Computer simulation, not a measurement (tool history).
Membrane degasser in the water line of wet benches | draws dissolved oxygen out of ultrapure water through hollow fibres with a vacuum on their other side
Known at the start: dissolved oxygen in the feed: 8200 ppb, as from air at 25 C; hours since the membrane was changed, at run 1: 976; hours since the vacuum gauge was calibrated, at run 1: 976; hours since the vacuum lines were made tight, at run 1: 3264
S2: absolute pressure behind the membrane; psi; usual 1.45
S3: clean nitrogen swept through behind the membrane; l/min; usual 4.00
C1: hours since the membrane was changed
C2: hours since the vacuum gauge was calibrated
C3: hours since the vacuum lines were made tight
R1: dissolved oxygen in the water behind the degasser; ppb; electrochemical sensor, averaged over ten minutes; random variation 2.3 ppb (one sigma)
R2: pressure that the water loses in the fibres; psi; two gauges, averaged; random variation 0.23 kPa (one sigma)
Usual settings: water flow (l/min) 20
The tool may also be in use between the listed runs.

run 1 hour=0.0 | water_flow_(l/min)=20 S2=1.45 S3=4.00 | C1=976 C2=976 C3=3264 | R1=225.7 R2=8.676
run 2 hour=273.5 | water_flow_(l/min)=20 S2=1.45 S3=4.00 | C1=1249 C2=1249 C3=3538 | R1=229.4 R2=8.689
run 3 hour=523.0 | water_flow_(l/min)=31 S2=1.45 S3=4.00 | C1=1499 C2=1499 C3=3787 | R1=498.8 R2=13.529
run 4 hour=735.4 | water_flow_(l/min)=31 S2=1.45 S3=4.00 | C1=1711 C2=1711 C3=4000 | R1=509.1 R2=13.555
run 5 hour=951.2 | water_flow_(l/min)=20 S2=3.13 S3=4.00 | C1=1927 C2=1927 C3=4216 | R1=362.1 R2=8.811
run 6 hour=1107.6 | water_flow_(l/min)=20 S2=3.13 S3=4.00 | C1=2083 C2=2083 C3=4372 | R1=350.6 R2=8.725
-- hour=1241.1 seals of the vacuum lines changed
run 7 hour=1325.9 | water_flow_(l/min)=16 S2=3.13 S3=4.00 | C1=2299 C2=2299 C3=85 | R1=254.7 R2=6.950
run 8 hour=1596.3 | water_flow_(l/min)=20 S2=1.45 S3=4.00 | C1=2570 C2=2570 C3=355 | R1=224.7 R2=8.782
run 9 hour=1881.0 | water_flow_(l/min)=20 S2=1.45 S3=4.00 | C1=2855 C2=2855 C3=640 | R1=224.1 R2=8.797
run 10 hour=1995.8 | water_flow_(l/min)=20 S2=1.45 S3=4.00 | C1=2969 C2=2969 C3=755 | R1=226.1 R2=8.746
run 11 hour=2166.5 | water_flow_(l/min)=20 S2=1.45 S3=4.00 | C1=3140 C2=3140 C3=925 | R1=223.3 R2=8.812
run 12 hour=2321.2 | water_flow_(l/min)=20 S2=1.45 S3=4.00 | C1=3295 C2=3295 C3=1080 | R1=226.9 R2=8.891
run 13 hour=2577.4 | water_flow_(l/min)=20 S2=1.45 S3=4.00 | C1=3551 C2=3551 C3=1336 | R1=224.0 R2=8.841
run 14 hour=2853.9 | water_flow_(l/min)=20 S2=1.45 S3=4.00 | C1=3827 C2=3827 C3=1613 | R1=227.1 R2=8.788
run 15 hour=3089.6 | water_flow_(l/min)=20 S2=1.45 S3=4.00 | C1=4063 C2=4063 C3=1849 | R1=227.8 R2=8.844
run 16 hour=3279.1 | water_flow_(l/min)=20 S2=1.45 S3=4.00 | C1=4253 C2=4253 C3=2038 | R1=227.8 R2=8.862
run 17 hour=3529.3 | water_flow_(l/min)=20 S2=1.45 S3=4.00 | C1=4503 C2=4503 C3=2288 | R1=227.6 R2=8.871
run 18 hour=3808.9 | water_flow_(l/min)=23 S2=1.41 S3=2.21 | C1=4782 C2=4782 C3=2568 | R1=356.1 R2=10.142
run 19 hour=3980.4 | water_flow_(l/min)=18 S2=2.28 S3=5.63 | C1=4954 C2=4954 C3=2739 | R1=209.1 R2=7.987
run 20 hour=4120.1 | water_flow_(l/min)=15 S2=1.23 S3=5.63 | C1=5094 C2=5094 C3=2879 | R1=100.3 R2=6.669
run 21 hour=4353.0 | water_flow_(l/min)=15 S2=1.23 S3=5.63 | C1=5327 C2=5327 C3=3112 | R1=98.8 R2=6.676
-- hour=4381.7 vacuum gauge calibrated
-- hour=4448.8 gauge calibrated
run 22 hour=4543.9 | water_flow_(l/min)=29 S2=1.45 S3=4.00 | C1=5517 C2=162 C3=3302 | R1=457.3 R2=12.626
run 23 hour=4760.0 | water_flow_(l/min)=25 S2=1.45 S3=4.00 | C1=5733 C2=378 C3=3518 | R1=348.9 R2=10.823
run 24 hour=4967.7 | water_flow_(l/min)=25 S2=1.45 S3=4.00 | C1=5941 C2=586 C3=3726 | R1=349.4 R2=10.911

Forecast run 25:
run 25 hour=5178.9 | water_flow_(l/min)=20 S2=1.96 S3=9.80 | C1=6152 C2=797 C3=3937 | R1=? R2=?

Run 25 gave R1 201.3 ppb, R2 8.733 psi.
Without the tool's hidden state the same run would have given R1 200.6 ppb, R2 8.692 psi.
